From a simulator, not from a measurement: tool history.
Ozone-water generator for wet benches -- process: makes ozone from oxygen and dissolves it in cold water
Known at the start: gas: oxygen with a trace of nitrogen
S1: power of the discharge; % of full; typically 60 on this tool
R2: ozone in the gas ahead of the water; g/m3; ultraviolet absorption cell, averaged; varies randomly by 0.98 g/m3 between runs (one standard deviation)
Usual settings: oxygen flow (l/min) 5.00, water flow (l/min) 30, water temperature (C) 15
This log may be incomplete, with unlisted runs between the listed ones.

Run 1, day 0.000: usual settings. Result: dissolved ozone (ppm) 12.6, R2 167.2 g/m3.
Run 2, day 1.833: usual settings. Result: dissolved ozone (ppm) 12.3, R2 167.6 g/m3.
Run 3, day 2.842: usual settings. Result: dissolved ozone (ppm) 12.4, R2 167.0 g/m3.
Run 4, day 4.512: usual settings. Result: dissolved ozone (ppm) 12.5, R2 168.9 g/m3.
Run 5, day 5.700: usual settings. Result: dissolved ozone (ppm) 12.6, R2 169.1 g/m3.
Run 6, day 7.517: usual settings. Result: dissolved ozone (ppm) 12.3, R2 167.4 g/m3.
Run 7, day 8.592: usual settings. Result: dissolved ozone (ppm) 12.5, R2 166.6 g/m3.
Run 8, day 9.692: usual settings. Result: dissolved ozone (ppm) 12.4, R2 167.1 g/m3.
Run 9, day 11.325: usual settings. Result: dissolved ozone (ppm) 12.4, R2 166.7 g/m3.
Run 10, day 13.012: usual settings. Result: dissolved ozone (ppm) 12.4, R2 167.7 g/m3.
Run 11, day 15.350: usual settings. Result: dissolved ozone (ppm) 12.4, R2 167.2 g/m3.
Run 12, day 17.375: usual settings. Result: dissolved ozone (ppm) 12.2, R2 167.5 g/m3.
Run 13, day 18.954: usual settings but S1 96 % of full. Result: dissolved ozone (ppm) 16.9, R2 227.0 g/m3.
Run 14, day 20.521: usual settings but S1 96 % of full. Result: dissolved ozone (ppm) 17.0, R2 229.9 g/m3.
At day 20.642: water thermometer calibrated.
Run 15, day 22.404: usual settings but S1 96 % of full, water temperature (C) 20. Result: dissolved ozone (ppm) 15.9, R2 226.4 g/m3.
Run 16, day 24.479: usual settings but S1 96 % of full, water temperature (C) 20. Result: dissolved ozone (ppm) 16.1, R2 229.5 g/m3.
Run 17, day 25.850: usual settings. Result: dissolved ozone (ppm) 12.1, R2 165.7 g/m3.
At day 27.262: water thermometer calibrated, once more.
Run 18, day 27.317: usual settings but S1 93 % of full. Result: dissolved ozone (ppm) 16.4, R2 223.3 g/m3.
Run 19, day 29.454: usual settings but S1 93 % of full. Result: dissolved ozone (ppm) 16.5, R2 223.4 g/m3.
Run 20, day 31.038: usual settings but S1 93 % of full. Result: dissolved ozone (ppm) 16.4, R2 219.6 g/m3.
Run 21, day 32.179: usual settings but S1 93 % of full. Result: dissolved ozone (ppm) 16.4, R2 222.9 g/m3.
Run 22, day 34.046: usual settings but S1 77 % of full, oxygen flow (l/min) 3.35, water flow (l/min) 26. Result: dissolved ozone (ppm) 16.5, R2 255.3 g/m3.
Run 23, day 35.525: usual settings but S1 77 % of full, oxygen flow (l/min) 3.35, water flow (l/min) 34. Result: dissolved ozone (ppm) 12.0, R2 253.5 g/m3.
Run 24, day 37.062: usual settings but S1 77 % of full, oxygen flow (l/min) 3.35, water flow (l/min) 34. Result: dissolved ozone (ppm) 12.1, R2 253.4 g/m3.
Run 25, day 39.350: usual settings but S1 77 % of full, oxygen flow (l/min) 3.35, water flow (l/min) 34. Result: dissolved ozone (ppm) 11.9, R2 252.0 g/m3.
Run 26, day 41.400: usual settings but S1 77 % of full, oxygen flow (l/min) 3.35, water flow (l/min) 34. Result: dissolved ozone (ppm) 12.0, R2 251.9 g/m3.
Run 27, day 43.571: usual settings but S1 77 % of full, oxygen flow (l/min) 3.35, water flow (l/min) 34. Result: dissolved ozone (ppm) 12.0, R2 254.7 g/m3.
Run 28, day 45.358: usual settings but water temperature (C) 14. Result: dissolved ozone (ppm) 12.3, R2 165.7 g/m3.
Run 29, day 46.642: usual settings but S1 93 % of full, oxygen flow (l/min) 3.35, water flow (l/min) 19, water temperature (C) 14. Result: dissolved ozone (ppm) 26.1, R2 286.0 g/m3.
Run 30, day 48.033: usual settings but S1 62 % of full, oxygen flow (l/min) 2.79. Result: dissolved ozone (ppm) 11.8, R2 244.7 g/m3.
Run 31, day 50.283: usual settings but oxygen flow (l/min) 5.52. Result: dissolved ozone (ppm) 12.0, R2 154.5 g/m3.
Run 32, day 52.442: usual settings but oxygen flow (l/min) 2.58. Result: dissolved ozone (ppm) 11.2, R2 254.7 g/m3.
Run 33, day 53.650: usual settings but S1 55 % of full, oxygen flow (l/min) 3.07, water flow (l/min) 32, water temperature (C) 18. Result: dissolved ozone (ppm) 10.0, R2 212.2 g/m3.
Run 34, day 54.904: usual settings but water flow (l/min) 31. Result: dissolved ozone (ppm) 11.5, R2 164.8 g/m3.

Difference, measured minus no-hidden-state, one row per run. Run-to-run variation is common to both terms; the gauge's own scatter need not be:
The hidden state here: yield of the discharge, % of new electrodes'; contactor's efficiency, % of a clean one's; true water temperature over the reading, C; drift of the gauge itself on ozone_ppm, %; drift of the gauge itself on gas_g_m3, %.
run  dissolved ozone (ppm)    R2
  1                   -0.2  -0.8
  2                   -0.2  -0.9
  3                   -0.2  -1.0
  4                   -0.2  -1.1
  5                   -0.2  -1.3
  6                   -0.2  -1.4
  7                   -0.2  -1.4
  8                   -0.3  -1.5
  9                   -0.2  -1.6
 10                   -0.3  -1.7
 11                   -0.3  -1.9
 12                   -0.3  -2.1
 13                   -0.5  -4.1
 14                   -0.6  -4.3
 15                   -0.6  -4.5
 16                   -0.7  -4.9
 17                   -0.4  -2.7
 18                   -0.7  -5.1
 19                   -0.6  -5.3
 20                   -0.7  -5.4
 21                   -0.6  -5.7
 22                   -0.7  -6.1
 23                   -0.5  -6.2
 24                   -0.6  -6.5
 25                   -0.5  -6.7
 26                   -0.6  -7.0
 27                   -0.6  -7.4
 28                   -0.5  -4.2
 29                   -1.3  -9.8
 30                   -0.5  -6.6
 31                   -0.6  -4.3
 32                   -0.6  -7.3
 33                   -0.5  -5.7
 34                   -0.6  -4.8

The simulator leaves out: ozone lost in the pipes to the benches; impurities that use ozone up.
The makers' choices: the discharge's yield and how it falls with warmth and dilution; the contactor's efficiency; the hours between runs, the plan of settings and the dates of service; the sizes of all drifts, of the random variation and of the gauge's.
